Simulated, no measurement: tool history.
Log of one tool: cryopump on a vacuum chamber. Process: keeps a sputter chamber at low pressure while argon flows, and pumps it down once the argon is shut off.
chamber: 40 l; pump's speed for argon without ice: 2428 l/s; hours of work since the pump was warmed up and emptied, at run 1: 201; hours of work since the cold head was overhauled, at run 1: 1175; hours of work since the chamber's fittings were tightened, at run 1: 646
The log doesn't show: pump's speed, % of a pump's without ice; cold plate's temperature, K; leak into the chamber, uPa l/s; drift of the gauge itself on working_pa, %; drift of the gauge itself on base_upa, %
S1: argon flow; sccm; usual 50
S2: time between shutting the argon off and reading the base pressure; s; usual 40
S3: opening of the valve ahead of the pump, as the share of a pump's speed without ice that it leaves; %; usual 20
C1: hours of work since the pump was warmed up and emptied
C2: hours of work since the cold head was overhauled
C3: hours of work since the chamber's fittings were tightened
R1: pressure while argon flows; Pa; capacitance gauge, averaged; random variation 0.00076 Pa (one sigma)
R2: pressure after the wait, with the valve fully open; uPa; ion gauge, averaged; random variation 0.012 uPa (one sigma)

run	day	S1	S2	S3	C1	C2	C3	R1	R2
1	0	50	40	20	201	1175	646	0.1789	1.08
2	1.383	50	40	20	222	1197	667	0.1777	1.08
3	3.246	50	40	20	251	1225	696	0.1792	1.09
4	4.746	46	40	20	274	1248	719	0.165	1.09
5	6.488	46	40	20	301	1275	746	0.1655	1.1
6	7.479	46	40	20	316	1290	761	0.1673	1.11
7	9.012	46	40	20	340	1314	784	0.1676	1.09
8	10.133	50	40	20	357	1331	802	0.1818	1.13
9	11.179	50	40	20	373	1347	818	0.183	1.13
10	12.775	50	240	20	397	1372	842	0.1818	0.44
11	14.096	50	240	20	418	1392	863	0.1823	0.46
12	15.096	50	240	20	433	1408	878	0.1842	0.45
13	16.142	50	240	20	449	1424	894	0.184	0.44
14	17.133	50	240	16	464	1439	909	0.2274	0.48
# day 17.746: pump warmed up, emptied and cooled again
15	19.242	50	240	16	23	1468	938	0.2199	0.41
16	21.104	50	240	16	52	1497	967	0.219	0.42
17	22.833	50	240	16	78	1523	994	0.2191	0.42
18	24.279	50	240	20	100	1545	1016	0.1775	0.41
# day 24.7: leaking fittings of the chamber tightened, without venting
19	25.371	50	240	20	116	1561	10	0.1761	0.29
20	26.562	50	31	20	134	1579	29	0.1779	1.22
21	27.612	50	31	20	150	1595	45	0.1769	1.24
22	28.908	45	205	21	170	1615	65	0.1533	0.33
23	30.562	49	92	20	196	1641	90	0.175	0.54
24	31.354	93	76	37	208	1653	102	0.1829	0.61
25	32.204	52	25	37	221	1666	115	0.1027	1.52
26	33.421	34	291	18	240	1685	134	0.1345	0.29
27	35.321	34	291	18	269	1714	163	0.135	0.3
28	37.129	44	43	17	297	1742	191	0.1864	0.97

Run 29 comes next. What will it give?
29	37.942	44	43	17	309	1754	204	?	?

{"run 29": {"R1": 0.188, "R2": 0.98}}
Without the tool's hidden state the same run would have given R1 0.1817 Pa, R2 0.91 uPa.

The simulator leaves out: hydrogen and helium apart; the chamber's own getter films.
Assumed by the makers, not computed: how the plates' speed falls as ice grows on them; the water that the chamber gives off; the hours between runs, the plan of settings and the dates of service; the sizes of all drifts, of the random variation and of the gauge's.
